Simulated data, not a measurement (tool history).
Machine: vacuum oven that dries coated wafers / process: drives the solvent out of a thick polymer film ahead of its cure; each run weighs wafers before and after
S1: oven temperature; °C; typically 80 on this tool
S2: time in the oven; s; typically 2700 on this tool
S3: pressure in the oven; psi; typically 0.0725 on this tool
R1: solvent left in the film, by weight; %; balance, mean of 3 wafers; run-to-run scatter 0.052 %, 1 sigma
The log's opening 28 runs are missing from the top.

{"run": 29, "hour": 2409.0, "S1": 71, "S2": 2700, "S3": 0.1233, "R1": 4.3}
{"run": 30, "hour": 2455.8, "S1": 66, "S2": 2700, "S3": 0.2804, "R1": 7.22}
{"run": 31, "hour": 2520.7, "S1": 77, "S2": 3420, "S3": 0.0389, "R1": 1.62}
{"run": 32, "hour": 2583.3, "S1": 92, "S2": 4620, "S3": 0.0725, "R1": 0.52}
{"run": 33, "hour": 2652.1, "S1": 92, "S2": 4620, "S3": 0.0725, "R1": 0.49}
{"run": 34, "hour": 2742.2, "S1": 92, "S2": 4620, "S3": 0.0725, "R1": 0.51}
{"run": 35, "hour": 2845.4, "S1": 70, "S2": 1740, "S3": 0.1627, "R1": 7.18}
{"run": 36, "hour": 2955.5, "S1": 80, "S2": 4800, "S3": 0.2081, "R1": 1.68}
{"run": 37, "hour": 3057.8, "S1": 72, "S2": 2100, "S3": 0.2081, "R1": 6.19}
{"run": 38, "hour": 3118.3, "S1": 72, "S2": 2100, "S3": 0.2081, "R1": 5.99}
{"run": 39, "hour": 3210.8, "S1": 82, "S2": 1860, "S3": 0.0566, "R1": 2.82}
{"run": 40, "hour": 3316.6, "S1": 82, "S2": 1860, "S3": 0.0566, "R1": 2.91}
{"run": 41, "hour": 3391.1, "S1": 93, "S2": 1920, "S3": 0.0566, "R1": 0.99}
{"run": 42, "hour": 3451.0, "S1": 93, "S2": 1920, "S3": 0.0566, "R1": 0.99}
{"run": 43, "hour": 3540.8, "S1": 80, "S2": 1680, "S3": 0.0495, "R1": 3.96}
{"run": 44, "hour": 3589.5, "S1": 80, "S2": 1680, "S3": 0.0495, "R1": 4.07}
{"run": 45, "hour": 3636.9, "S1": 76, "S2": 2700, "S3": 0.2569, "R1": 4.24}

4 ways to go on from here, each from the tool as it stands after run 45. What would each give?
{"run": "A", "hour": 3734.9, "S1": 67, "S2": 2460, "S3": 0.0857, "R1": "?"}
{"run": "B", "hour": 3734.9, "S1": 88, "S2": 1740, "S3": 0.1105, "R1": "?"}
{"run": "C", "hour": 3734.9, "S1": 80, "S2": 2640, "S3": 0.1025, "R1": "?"}
{"run": "D", "hour": 3734.9, "S1": 74, "S2": 2460, "S3": 0.2859, "R1": "?"}

run=A R1=6.23
run=B R1=2.16
run=C R1=2.34
run=D R1=5.36
Take away the tool's hidden state, keep each run's random variation, and the runs would have read:
run=A R1=5.18
run=B R1=1.61
run=C R1=1.66
run=D R1=4.4
